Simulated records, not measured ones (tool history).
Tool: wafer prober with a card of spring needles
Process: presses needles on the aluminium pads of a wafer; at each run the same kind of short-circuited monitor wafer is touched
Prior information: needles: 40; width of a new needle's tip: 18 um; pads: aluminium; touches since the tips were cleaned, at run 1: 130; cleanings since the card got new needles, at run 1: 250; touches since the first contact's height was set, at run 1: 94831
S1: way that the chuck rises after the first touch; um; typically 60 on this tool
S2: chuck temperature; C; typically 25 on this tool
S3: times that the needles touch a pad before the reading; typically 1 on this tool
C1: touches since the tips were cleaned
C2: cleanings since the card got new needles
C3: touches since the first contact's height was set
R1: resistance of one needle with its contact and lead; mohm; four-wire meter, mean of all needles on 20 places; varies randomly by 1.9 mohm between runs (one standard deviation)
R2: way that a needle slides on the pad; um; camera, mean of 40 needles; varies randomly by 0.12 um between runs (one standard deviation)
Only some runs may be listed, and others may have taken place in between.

| run | hour | S1 | S2 | S3 | C1 | C2 | C3 | R1 | R2 |
|---|---|---|---|---|---|---|---|---|---|
| 1 | 0.0 | 60 | 25 | 1 | 130 | 250 | 94831 | 221 | 13.28 |
|  | 5.7 | tips cleaned on abrasive film |
|  | 12.7 | tips cleaned on abrasive film |
|  | 18.4 | tips cleaned on abrasive film |
|  | 25.5 | tips cleaned on abrasive film |
|  | 31.1 | tips cleaned on abrasive film |
| 2 | 34.9 | 60 | 62 | 1 | 1606 | 255 | 109623 | 256 | 13.18 |
|  | 37.8 | tips cleaned on abrasive film |
|  | 43.4 | tips cleaned on abrasive film |
|  | 50.5 | tips cleaned on abrasive film |
|  | 56.2 | tips cleaned on abrasive film |
|  | 56.5 | height of the first contact set anew |
| 3 | 59.1 | 60 | 25 | 1 | 1155 | 259 | 1155 | 234 | 13.96 |
|  | 63.4 | tips cleaned on abrasive film |
|  | 69.1 | tips cleaned on abrasive film |
|  | 74.8 | tips cleaned on abrasive film |
|  | 81.8 | tips cleaned on abrasive film |
| 4 | 83.2 | 60 | 25 | 1 | 604 | 263 | 11349 | 226 | 14.05 |
|  | 87.6 | tips cleaned on abrasive film |
|  | 94.7 | tips cleaned on abrasive film |
|  | 101.8 | tips cleaned on abrasive film |
| 5 | 105.2 | 60 | 92 | 1 | 1499 | 266 | 20694 | 254 | 14.00 |
|  | 108.1 | tips cleaned on abrasive film |
|  | 115.2 | tips cleaned on abrasive film |
|  | 120.9 | tips cleaned on abrasive film |
|  | 127.9 | tips cleaned on abrasive film |
|  | 135.0 | tips cleaned on abrasive film |
| 6 | 138.7 | 70 | 25 | 1 | 1585 | 271 | 34866 | 237 | 16.07 |
|  | 141.6 | tips cleaned on abrasive film |
|  | 148.6 | tips cleaned on abrasive film |
|  | 154.3 | tips cleaned on abrasive film |
|  | 161.4 | tips cleaned on abrasive film |
|  | 168.4 | tips cleaned on abrasive film |
| 7 | 169.3 | 60 | 25 | 1 | 390 | 276 | 47843 | 227 | 13.86 |
|  | 175.0 | tips cleaned on abrasive film |
|  | 180.7 | tips cleaned on abrasive film |
|  | 186.3 | tips cleaned on abrasive film |
| 8 | 188.5 | 60 | 28 | 1 | 911 | 279 | 55947 | 239 | 13.63 |
|  | 192.7 | tips cleaned on abrasive film |
|  | 199.8 | tips cleaned on abrasive film |
|  | 206.9 | tips cleaned on abrasive film |
|  | 213.9 | tips cleaned on abrasive film |
| 9 | 217.4 | 60 | 28 | 1 | 1474 | 283 | 68210 | 242 | 13.49 |
|  | 220.2 | tips cleaned on abrasive film |
|  | 225.9 | tips cleaned on abrasive film |
|  | 231.6 | tips cleaned on abrasive film |
|  | 238.7 | tips cleaned on abrasive film |
|  | 245.7 | tips cleaned on abrasive film |
|  | 252.8 | tips cleaned on abrasive film |
| 10 | 255.1 | 60 | 28 | 1 | 996 | 289 | 84191 | 237 | 13.44 |
|  | 259.4 | tips cleaned on abrasive film |
|  | 266.4 | tips cleaned on abrasive film |
|  | 272.1 | tips cleaned on abrasive film |
|  | 279.2 | tips cleaned on abrasive film |
|  | 284.8 | tips cleaned on abrasive film |
| 11 | 290.3 | 60 | 28 | 1 | 2366 | 294 | 99145 | 260 | 13.28 |
|  | 291.8 | tips cleaned on abrasive film |
|  | 297.5 | tips cleaned on abrasive film |
|  | 303.2 | tips cleaned on abrasive film |
|  | 310.2 | tips cleaned on abrasive film |
|  | 315.9 | tips cleaned on abrasive film |
| 12 | 321.5 | 60 | 28 | 1 | 2396 | 299 | 112330 | 263 | 13.33 |
|  | 323.0 | tips cleaned on abrasive film |
|  | 328.6 | tips cleaned on abrasive film |
|  | 334.3 | tips cleaned on abrasive film |
|  | 336.0 | height of the first contact set anew |
|  | 341.7 | tips cleaned on abrasive film |
|  | 348.7 | tips cleaned on abrasive film |
|  | 355.8 | tips cleaned on abrasive film |
| 13 | 356.9 | 43 | 68 | 1 | 476 | 305 | 8867 | 247 | 9.99 |
|  | 362.6 | tips cleaned on abrasive film |
|  | 368.2 | tips cleaned on abrasive film |
|  | 375.3 | tips cleaned on abrasive film |
| 14 | 375.6 | 43 | 68 | 1 | 137 | 308 | 16796 | 243 | 9.71 |
|  | 381.3 | tips cleaned on abrasive film |
|  | 387.0 | tips cleaned on abrasive film |
|  | 394.0 | tips cleaned on abrasive film |
|  | 401.1 | tips cleaned on abrasive film |
|  | 408.2 | tips cleaned on abrasive film |
| 15 | 409.3 | 48 | 25 | 2 | 492 | 313 | 31075 | 221 | 11.10 |
|  | 415.0 | tips cleaned on abrasive film |
|  | 420.7 | tips cleaned on abrasive film |
|  | 426.3 | tips cleaned on abrasive film |
|  | 433.4 | tips cleaned on abrasive film |
| 16 | 434.5 | 49 | 40 | 3 | 479 | 317 | 41744 | 225 | 11.11 |
|  | 440.2 | tips cleaned on abrasive film |
|  | 447.2 | tips cleaned on abrasive film |
|  | 454.3 | tips cleaned on abrasive film |
|  | 461.4 | tips cleaned on abrasive film |
|  | 468.4 | tips cleaned on abrasive film |
| 17 | 469.3 | 45 | 25 | 1 | 367 | 322 | 56496 | 249 | 10.28 |
|  | 475.0 | tips cleaned on abrasive film |
|  | 482.0 | tips cleaned on abrasive film |
|  | 489.0 | tips cleaned on abrasive film |
| 18 | 489.0 | 51 | 111 | 1 | 0 | 325 | 64869 | 240 | 11.69 |
|  | 496.1 | tips cleaned on abrasive film |
|  | 503.2 | tips cleaned on abrasive film |
|  | 509.1 | tips cleaned on abrasive film |
| 19 | 509.1 | 60 | 54 | 2 | 0 | 328 | 73355 | 220 | 13.38 |

Run 20 is up next; what results do you expect?
|  | 514.7 | tips cleaned on abrasive film |
|  | 520.4 | tips cleaned on abrasive film |
|  | 527.5 | tips cleaned on abrasive film |
|  | 533.1 | tips cleaned on abrasive film |
|  | 538.8 | tips cleaned on abrasive film |
|  | 545.9 | tips cleaned on abrasive film |
| 20 | 546.3 | 60 | 54 | 2 | 199 | 334 | 89139 | ? | ? |

For run 20 the tool returned R1 221 mohm, R2 13.48 um.
With no hidden state in the tool, this same run would have given R1 213 mohm, R2 14.14 um.
